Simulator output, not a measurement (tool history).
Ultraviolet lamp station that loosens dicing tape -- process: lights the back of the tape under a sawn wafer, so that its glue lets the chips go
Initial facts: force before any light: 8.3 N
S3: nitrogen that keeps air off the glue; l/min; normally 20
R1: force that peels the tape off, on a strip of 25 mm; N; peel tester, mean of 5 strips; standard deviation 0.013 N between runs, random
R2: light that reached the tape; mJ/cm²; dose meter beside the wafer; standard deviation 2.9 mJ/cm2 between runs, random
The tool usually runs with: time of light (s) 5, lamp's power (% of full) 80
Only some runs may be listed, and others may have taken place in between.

Run 1, hour 0: usual settings. Result: R1 0.923 N, R2 334 mJ/cm².
Run 2, hour 40: usual settings. Result: R1 0.933 N, R2 325 mJ/cm².
Run 3, hour 75.2: usual settings. Result: R1 0.931 N, R2 327 mJ/cm².
Run 4, hour 106.4: usual settings but lamp's power (% of full) 74. Result: R1 1.086 N, R2 296 mJ/cm².
Run 5, hour 144.9: usual settings but S3 8 l/min. Result: R1 1.721 N, R2 320 mJ/cm².
Run 6, hour 167.8: usual settings but S3 8 l/min. Result: R1 1.769 N, R2 315 mJ/cm².
Run 7, hour 195.7: usual settings but lamp's power (% of full) 74, S3 8 l/min. Result: R1 1.951 N, R2 291 mJ/cm².
Run 8, hour 217.3: usual settings but lamp's power (% of full) 74, S3 8 l/min. Result: R1 2.032 N, R2 291 mJ/cm².
Run 9, hour 261.6: usual settings but lamp's power (% of full) 68. Result: R1 1.317 N, R2 264 mJ/cm².
Run 10, hour 285.5: usual settings. Result: R1 1.055 N, R2 310 mJ/cm².
Run 11, hour 324.6: usual settings. Result: R1 1.045 N, R2 310 mJ/cm².
Run 12, hour 346: usual settings but lamp's power (% of full) 67. Result: R1 1.45 N, R2 253 mJ/cm².
Run 13, hour 384: usual settings but lamp's power (% of full) 67. Result: R1 1.483 N, R2 251 mJ/cm².
Run 14, hour 412.3: usual settings but lamp's power (% of full) 67. Result: R1 1.47 N, R2 254 mJ/cm².
Run 15, hour 445.1: usual settings but lamp's power (% of full) 67. Result: R1 1.468 N, R2 257 mJ/cm².
Run 16, hour 488.6: usual settings but lamp's power (% of full) 67. Result: R1 1.488 N, R2 246 mJ/cm².
Run 17, hour 522.3: usual settings but lamp's power (% of full) 67. Result: R1 1.446 N, R2 246 mJ/cm².
At hour 526.2: window cleaned of glue's vapour.
Run 18, hour 548: usual settings but lamp's power (% of full) 67. Result: R1 1.702 N, R2 229 mJ/cm².
Run 19, hour 589.5: usual settings but lamp's power (% of full) 67. Result: R1 1.669 N, R2 226 mJ/cm².
Run 20, hour 635.5: usual settings but lamp's power (% of full) 67. Result: R1 1.732 N, R2 224 mJ/cm².
Run 21, hour 669.9: usual settings but lamp's power (% of full) 67. Result: R1 1.726 N, R2 228 mJ/cm².
At hour 686.3: window cleaned of glue's vapour, once more.
Run 22, hour 689.9: usual settings. Result: R1 0.987 N, R2 320 mJ/cm².
Run 23, hour 709.5: usual settings but time of light (s) 2. Result: R1 3.263 N, R2 126 mJ/cm².

Predict the results of run 24:
Run 24, hour 744: usual settings but time of light (s) 3, S3 26 l/min. Result: R1 ?, R2 ?.

Run 24 produced R1 1.95 N, R2 188 mJ/cm².
Take away the tool's hidden state, keep the run-to-run variation as it was, and the same run would have given R1 1.293 N, R2 246 mJ/cm².
